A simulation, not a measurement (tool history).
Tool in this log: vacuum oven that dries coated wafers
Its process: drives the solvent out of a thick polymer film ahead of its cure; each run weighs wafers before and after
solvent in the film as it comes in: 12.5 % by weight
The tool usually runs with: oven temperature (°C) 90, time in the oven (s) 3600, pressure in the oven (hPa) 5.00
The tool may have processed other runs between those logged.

Run 1, day 0.000: usual settings. Result: solvent left in the film (%) 0.54.
Run 2, day 0.654: usual settings. Result: solvent left in the film (%) 0.53.
Run 3, day 1.067: usual settings. Result: solvent left in the film (%) 0.56.
Run 4, day 1.908: usual settings. Result: solvent left in the film (%) 0.52.
Run 5, day 2.683: usual settings. Result: solvent left in the film (%) 0.49.
Run 6, day 3.154: usual settings. Result: solvent left in the film (%) 0.55.
Run 7, day 3.592: usual settings. Result: solvent left in the film (%) 0.56.
Run 8, day 4.017: usual settings. Result: solvent left in the film (%) 0.53.
Run 9, day 5.021: usual settings. Result: solvent left in the film (%) 0.52.
Run 10, day 5.917: usual settings. Result: solvent left in the film (%) 0.52.
Run 11, day 6.792: usual settings but oven temperature (°C) 75. Result: solvent left in the film (%) 2.44.
Run 12, day 7.538: usual settings but oven temperature (°C) 75. Result: solvent left in the film (%) 2.43.
Run 13, day 8.012: usual settings but oven temperature (°C) 75. Result: solvent left in the film (%) 2.44.
Run 14, day 8.904: usual settings but oven temperature (°C) 88. Result: solvent left in the film (%) 0.67.
Run 15, day 9.338: usual settings but oven temperature (°C) 88. Result: solvent left in the film (%) 0.65.
Run 16, day 10.225: usual settings but oven temperature (°C) 102. Result: solvent left in the film (%) 0.20.
Run 17, day 10.954: usual settings but time in the oven (s) 5520, pressure in the oven (hPa) 11.79. Result: solvent left in the film (%) 0.64.
Run 18, day 11.671: usual settings but oven temperature (°C) 93, pressure in the oven (hPa) 16.24. Result: solvent left in the film (%) 0.80.
Run 19, day 12.654: usual settings but oven temperature (°C) 93, time in the oven (s) 3060, pressure in the oven (hPa) 15.06. Result: solvent left in the film (%) 0.90.
Run 20, day 13.167: usual settings but oven temperature (°C) 93, time in the oven (s) 3060, pressure in the oven (hPa) 15.06. Result: solvent left in the film (%) 0.92.
At day 13.400: oven's thermocouples calibrated.
Run 21, day 13.758: usual settings but oven temperature (°C) 95. Result: solvent left in the film (%) 0.42.
Run 22, day 14.567: usual settings but time in the oven (s) 4920, pressure in the oven (hPa) 12.15. Result: solvent left in the film (%) 0.75.
Run 23, day 15.492: usual settings but oven temperature (°C) 93, time in the oven (s) 4080, pressure in the oven (hPa) 4.97. Result: solvent left in the film (%) 0.39.
Run 24, day 16.312: usual settings but oven temperature (°C) 95, pressure in the oven (hPa) 19.76. Result: solvent left in the film (%) 0.96.
Run 25, day 17.088: usual settings but oven temperature (°C) 88, time in the oven (s) 2160. Result: solvent left in the film (%) 2.02.
Run 26, day 17.588: usual settings but oven temperature (°C) 98, time in the oven (s) 2760. Result: solvent left in the film (%) 0.44.

Below are 5 alternative next runs, each starting from the tool's condition after run 26. Predict each:
Run A, day 18.104: usual settings but oven temperature (°C) 100. Result: solvent left in the film (%) ?.
Run B, day 18.104: usual settings but oven temperature (°C) 83, time in the oven (s) 5700, pressure in the oven (hPa) 16.41. Result: solvent left in the film (%) ?.
Run C, day 18.104: usual settings but oven temperature (°C) 98, time in the oven (s) 4020, pressure in the oven (hPa) 17.72. Result: solvent left in the film (%) ?.
Run D, day 18.104: usual settings but oven temperature (°C) 104, time in the oven (s) 5520, pressure in the oven (hPa) 5.05. Result: solvent left in the film (%) ?.
Run E, day 18.104: usual settings but oven temperature (°C) 77, time in the oven (s) 4560. Result: solvent left in the film (%) ?.

run  solvent left in the film (%)
  A                          0.28
  B                          1.40
  C                          0.73
  D                          0.21
  E                          1.77
Stripped of hidden state, with their random variation kept, the same runs would have yielded:
run  solvent left in the film (%)
  A                          0.23
  B                          1.32
  C                          0.69
  D                          0.17
  E                          1.70
